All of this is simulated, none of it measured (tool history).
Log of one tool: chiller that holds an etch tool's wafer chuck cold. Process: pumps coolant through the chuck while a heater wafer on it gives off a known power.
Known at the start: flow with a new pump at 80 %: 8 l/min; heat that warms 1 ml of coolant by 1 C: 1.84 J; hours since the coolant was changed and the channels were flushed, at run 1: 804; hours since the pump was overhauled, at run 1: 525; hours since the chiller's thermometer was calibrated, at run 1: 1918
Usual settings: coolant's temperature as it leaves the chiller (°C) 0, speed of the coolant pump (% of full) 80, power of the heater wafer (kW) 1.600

run,day,coolant's temperature as it leaves the chiller (°C),speed of the coolant pump (% of full),power of the heater wafer (kW),hours since the coolant was changed and the channels were flushed,hours since the pump was overhauled,hours since the chiller's thermometer was calibrated,chuck's temperature once it has settled (°C),how much warmer the coolant comes back (C)
1,0.000,0,80,1.600,804,525,1918,14.5,6.60
2,4.088,0,60,1.600,902,623,2016,18.2,8.89
3,7.400,0,80,1.600,981,703,2096,14.6,6.63
4,10.575,6,80,1.600,1058,779,2172,20.5,6.63
5,14.400,0,80,1.600,1149,871,2263,14.5,6.62
6,16.888,0,80,1.600,1209,931,2323,14.5,6.69
7,20.342,0,80,1.002,1292,1013,2406,9.2,4.22
8,23.325,0,80,1.002,1364,1085,2478,9.1,4.20
9,25.800,0,80,1.600,1423,1144,2537,14.9,6.68
10,27.917,0,80,2.241,1474,1195,2588,20.7,9.34
11,31.854,0,80,2.241,1568,1290,2682,20.7,9.40
12,34.075,10,80,2.241,1622,1343,2736,30.8,9.42
13,36.362,10,80,2.241,1676,1398,2791,30.8,9.43
14,39.050,10,80,2.241,1741,1462,2855,31.0,9.46
15,42.192,10,80,2.241,1816,1538,2930,30.9,9.52
16,44.808,10,80,2.241,1879,1601,2993,31.2,9.57
17,48.708,-3,74,1.558,1973,1694,3087,12.7,7.12
18,50.567,3,77,1.891,2017,1739,3131,21.4,8.36
19,52.358,9,80,1.600,2060,1782,3174,24.1,6.77
20,55.204,-2,80,1.600,2129,1850,3243,13.0,6.81
21,57.817,-4,84,0.971,2191,1913,3305,4.7,3.94
22,61.300,-4,84,0.971,2275,1996,3389,4.9,3.96
23,63.704,0,75,1.764,2333,2054,3447,17.7,8.01
24,66.067,2,75,1.764,2389,2111,3503,19.9,8.04
25,70.254,6,75,2.079,2490,2211,3604,27.0,9.58
26,73.192,-2,99,1.746,2560,2282,3674,12.1,6.04
27,76.717,-3,80,0.970,2645,2366,3759,6.4,4.24
28,80.579,0,72,1.600,2738,2459,3852,16.9,7.72
29,83.275,0,72,1.600,2802,2524,3916,16.9,7.77
30,86.533,0,72,1.600,2881,2602,3995,17.2,7.76
31,88.942,0,80,1.600,2938,2660,4052,15.7,6.98
32,91.442,0,80,1.600,2998,2720,4112,15.7,6.96

3 ways to go on from here, each from the tool as it stands after run 32. What would each give?
A,93.967,3,80,2.372,3059,2780,4173,?,?
B,93.967,0,62,1.600,3059,2780,4173,?,?
C,93.967,0,91,0.821,3059,2780,4173,?,?

run,chuck's temperature once it has settled (°C),how much warmer the coolant comes back (C)
A,26.4,10.33
B,19.4,9.05
C,7.1,3.17
Without the tool's hidden state the same runs would have given:
run,chuck's temperature once it has settled (°C),how much warmer the coolant comes back (C)
A,23.9,9.65
B,17.3,8.46
C,6.4,2.97

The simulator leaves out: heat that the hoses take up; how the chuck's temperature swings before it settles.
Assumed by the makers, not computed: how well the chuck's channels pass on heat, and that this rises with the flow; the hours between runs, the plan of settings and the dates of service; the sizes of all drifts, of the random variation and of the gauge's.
